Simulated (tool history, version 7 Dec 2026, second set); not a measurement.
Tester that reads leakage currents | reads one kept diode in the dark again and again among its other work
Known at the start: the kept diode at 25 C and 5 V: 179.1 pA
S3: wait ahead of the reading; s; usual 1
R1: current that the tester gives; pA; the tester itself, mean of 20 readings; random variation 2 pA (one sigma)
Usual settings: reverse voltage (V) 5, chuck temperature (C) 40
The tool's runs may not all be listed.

run 1 hour=0 | reverse_voltage_(V)=5 chuck_temperature_(C)=40 S3=1 | R1=703.05
run 2 hour=99.4 | reverse_voltage_(V)=5 chuck_temperature_(C)=40 S3=1 | R1=716.04
run 3 hour=145.9 | reverse_voltage_(V)=5 chuck_temperature_(C)=40 S3=1 | R1=718.43
run 4 hour=215.2 | reverse_voltage_(V)=5 chuck_temperature_(C)=40 S3=1 | R1=728.26
run 5 hour=316.9 | reverse_voltage_(V)=5 chuck_temperature_(C)=40 S3=0.32 | R1=736.41
run 6 hour=412.6 | reverse_voltage_(V)=5 chuck_temperature_(C)=40 S3=0.32 | R1=748.72
run 7 hour=508.1 | reverse_voltage_(V)=5 chuck_temperature_(C)=40 S3=0.32 | R1=759.29
run 8 hour=595.4 | reverse_voltage_(V)=5 chuck_temperature_(C)=40 S3=0.32 | R1=765.44
run 9 hour=660.4 | reverse_voltage_(V)=5 chuck_temperature_(C)=40 S3=0.32 | R1=777.8
-- hour=668.8 chuck's temperature calibrated
run 10 hour=749.6 | reverse_voltage_(V)=5 chuck_temperature_(C)=40 S3=0.32 | R1=674.57
run 11 hour=847.1 | reverse_voltage_(V)=5 chuck_temperature_(C)=40 S3=0.32 | R1=683.6
run 12 hour=949.9 | reverse_voltage_(V)=5 chuck_temperature_(C)=40 S3=1 | R1=691.81
run 13 hour=1028.1 | reverse_voltage_(V)=5 chuck_temperature_(C)=40 S3=1 | R1=700.79
run 14 hour=1090.3 | reverse_voltage_(V)=5 chuck_temperature_(C)=40 S3=1 | R1=706.98
run 15 hour=1174.3 | reverse_voltage_(V)=5 chuck_temperature_(C)=40 S3=1 | R1=716.73
run 16 hour=1244.4 | reverse_voltage_(V)=2.34 chuck_temperature_(C)=22 S3=1.92 | R1=98.06
run 17 hour=1318.7 | reverse_voltage_(V)=2.34 chuck_temperature_(C)=22 S3=1.92 | R1=99.32
run 18 hour=1397.1 | reverse_voltage_(V)=4.02 chuck_temperature_(C)=46 S3=6.66 | R1=1051.31
run 19 hour=1460.2 | reverse_voltage_(V)=1.06 chuck_temperature_(C)=43 S3=1 | R1=381.27
run 20 hour=1515.2 | reverse_voltage_(V)=1.92 chuck_temperature_(C)=32 S3=1 | R1=220.72
run 21 hour=1572.3 | reverse_voltage_(V)=1.45 chuck_temperature_(C)=32 S3=2.91 | R1=189.23
run 22 hour=1626.1 | reverse_voltage_(V)=1.45 chuck_temperature_(C)=32 S3=2.91 | R1=189.99
run 23 hour=1700.6 | reverse_voltage_(V)=17.76 chuck_temperature_(C)=40 S3=1 | R1=1645.35
-- hour=1727.5 chuck's temperature calibrated
run 24 hour=1792.8 | reverse_voltage_(V)=5 chuck_temperature_(C)=40 S3=0.88 | R1=666.12
run 25 hour=1874 | reverse_voltage_(V)=5 chuck_temperature_(C)=40 S3=0.88 | R1=674.55
run 26 hour=1951.4 | reverse_voltage_(V)=5 chuck_temperature_(C)=40 S3=0.88 | R1=682.43
run 27 hour=2020.1 | reverse_voltage_(V)=5 chuck_temperature_(C)=27 S3=2.7 | R1=229.82
run 28 hour=2090.3 | reverse_voltage_(V)=5 chuck_temperature_(C)=27 S3=2.7 | R1=232.31

3 ways to go on from here, each from the tool as it stands after run 28. What would each give?
run A hour=2173.8 | reverse_voltage_(V)=14.35 chuck_temperature_(C)=49 S3=9.39 | R1=?
run B hour=2173.8 | reverse_voltage_(V)=9 chuck_temperature_(C)=27 S3=2.7 | R1=?
run C hour=2173.8 | reverse_voltage_(V)=1.31 chuck_temperature_(C)=40 S3=0.32 | R1=?

run=A R1=2701.32
run=B R1=332.56
run=C R1=318.2
Without the tool's hidden state the same runs would have given:
run=A R1=2521.31
run=B R1=302.77
run=C R1=296.25

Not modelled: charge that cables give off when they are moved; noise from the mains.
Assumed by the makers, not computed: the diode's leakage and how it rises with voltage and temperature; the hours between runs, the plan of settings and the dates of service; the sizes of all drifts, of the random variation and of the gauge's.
